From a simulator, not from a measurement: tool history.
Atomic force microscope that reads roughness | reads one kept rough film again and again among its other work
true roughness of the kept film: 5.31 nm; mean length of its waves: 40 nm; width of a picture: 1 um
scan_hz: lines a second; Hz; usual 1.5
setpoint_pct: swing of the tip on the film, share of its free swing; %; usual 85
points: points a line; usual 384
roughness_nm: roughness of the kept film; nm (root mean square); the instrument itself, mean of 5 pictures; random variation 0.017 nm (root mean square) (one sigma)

Run 1, hour 0: usual settings. Result: roughness_nm 4.244 nm (root mean square).
Run 2, hour 8: usual settings but points 518. Result: roughness_nm 4.153 nm (root mean square).
Run 3, hour 19: usual settings. Result: roughness_nm 4.057 nm (root mean square).
Run 4, hour 28.4: usual settings. Result: roughness_nm 3.987 nm (root mean square).
Run 5, hour 37.4: usual settings. Result: roughness_nm 3.858 nm (root mean square).
Run 6, hour 44.1: usual settings. Result: roughness_nm 3.801 nm (root mean square).
Run 7, hour 55.5: usual settings but points 258. Result: roughness_nm 3.711 nm (root mean square).
At hour 58.8: new tip fitted.
Run 8, hour 64.7: usual settings but points 258. Result: roughness_nm 4.099 nm (root mean square).
Run 9, hour 74.8: usual settings. Result: roughness_nm 4.052 nm (root mean square).
Run 10, hour 83.2: usual settings. Result: roughness_nm 3.999 nm (root mean square).
Run 11, hour 88.9: usual settings. Result: roughness_nm 3.929 nm (root mean square).
Run 12, hour 95.8: usual settings. Result: roughness_nm 3.863 nm (root mean square).
Run 13, hour 106.5: usual settings but setpoint_pct 58 %. Result: roughness_nm 4.273 nm (root mean square).
Run 14, hour 116.1: usual settings but setpoint_pct 58 %. Result: roughness_nm 4.203 nm (root mean square).
At hour 117.4: new tip fitted.
Run 15, hour 126.7: usual settings but setpoint_pct 58 %. Result: roughness_nm 4.722 nm (root mean square).
Run 16, hour 136.7: usual settings but setpoint_pct 58 %. Result: roughness_nm 4.613 nm (root mean square).
Run 17, hour 142.8: usual settings but setpoint_pct 58 %. Result: roughness_nm 4.516 nm (root mean square).
Run 18, hour 151.1: usual settings but scan_hz 1.17 Hz, setpoint_pct 57 %, points 361. Result: roughness_nm 4.488 nm (root mean square).
Run 19, hour 157.5: usual settings but scan_hz 1.17 Hz, setpoint_pct 57 %, points 361. Result: roughness_nm 4.438 nm (root mean square).
Run 20, hour 164.6: usual settings but scan_hz 3.47 Hz, setpoint_pct 63 %, points 842. Result: roughness_nm 3.978 nm (root mean square).
Run 21, hour 171.1: usual settings but scan_hz 1.89 Hz, setpoint_pct 63 %, points 842. Result: roughness_nm 4.159 nm (root mean square).
At hour 175.9: new tip fitted.
Run 22, hour 181: usual settings but scan_hz 1.89 Hz, setpoint_pct 63 %, points 842. Result: roughness_nm 4.629 nm (root mean square).
Run 23, hour 191.6: usual settings but scan_hz 1.43 Hz, setpoint_pct 69 %. Result: roughness_nm 4.485 nm (root mean square).
Run 24, hour 201.8: usual settings but scan_hz 1.43 Hz, setpoint_pct 69 %. Result: roughness_nm 4.372 nm (root mean square).
Run 25, hour 207: usual settings but scan_hz 1.07 Hz, setpoint_pct 69 %, points 670. Result: roughness_nm 4.414 nm (root mean square).
Run 26, hour 217.4: usual settings but scan_hz 1.07 Hz, setpoint_pct 69 %, points 670. Result: roughness_nm 4.289 nm (root mean square).
Run 27, hour 227.4: usual settings but scan_hz 1.07 Hz, setpoint_pct 69 %, points 670. Result: roughness_nm 4.189 nm (root mean square).
At hour 234.5: new tip fitted.
Run 28, hour 234.5: usual settings but scan_hz 1.07 Hz, setpoint_pct 69 %, points 670. Result: roughness_nm 4.741 nm (root mean square).
Run 29, hour 244.1: usual settings but scan_hz 1.07 Hz, setpoint_pct 69 %, points 670. Result: roughness_nm 4.61 nm (root mean square).
Run 30, hour 251.8: usual settings but points 349. Result: roughness_nm 4.096 nm (root mean square).
Run 31, hour 259.3: usual settings but scan_hz 2.3 Hz, setpoint_pct 88 %, points 507. Result: roughness_nm 3.605 nm (root mean square).
Run 32, hour 264.3: usual settings but scan_hz 1.6 Hz. Result: roughness_nm 3.955 nm (root mean square).
Run 33, hour 274: usual settings but scan_hz 0.51 Hz, setpoint_pct 80 %, points 321. Result: roughness_nm 4.323 nm (root mean square).
Run 34, hour 280.2: usual settings but scan_hz 2.81 Hz. Result: roughness_nm 3.409 nm (root mean square).

Forecast each of these 5 alternatives for the next run:
Run A, hour 290.6: usual settings but scan_hz 0.86 Hz, setpoint_pct 64 %. Result: roughness_nm ?.
Run B, hour 290.6: usual settings but setpoint_pct 64 %, points 402. Result: roughness_nm ?.
Run C, hour 290.6: usual settings but scan_hz 1.39 Hz. Result: roughness_nm ?.
Run D, hour 290.6: usual settings but scan_hz 1.98 Hz. Result: roughness_nm ?.
Run E, hour 290.6: usual settings but scan_hz 1.38 Hz, setpoint_pct 70 %, points 699. Result: roughness_nm ?.

run  roughness_nm
  A         4.269
  B          4.17
  C         3.788
  D         3.593
  E         4.083
Without the tool's hidden state the same runs would have given:
run  roughness_nm
  A         4.828
  B         4.716
  C         4.284
  D         4.064
  E         4.618
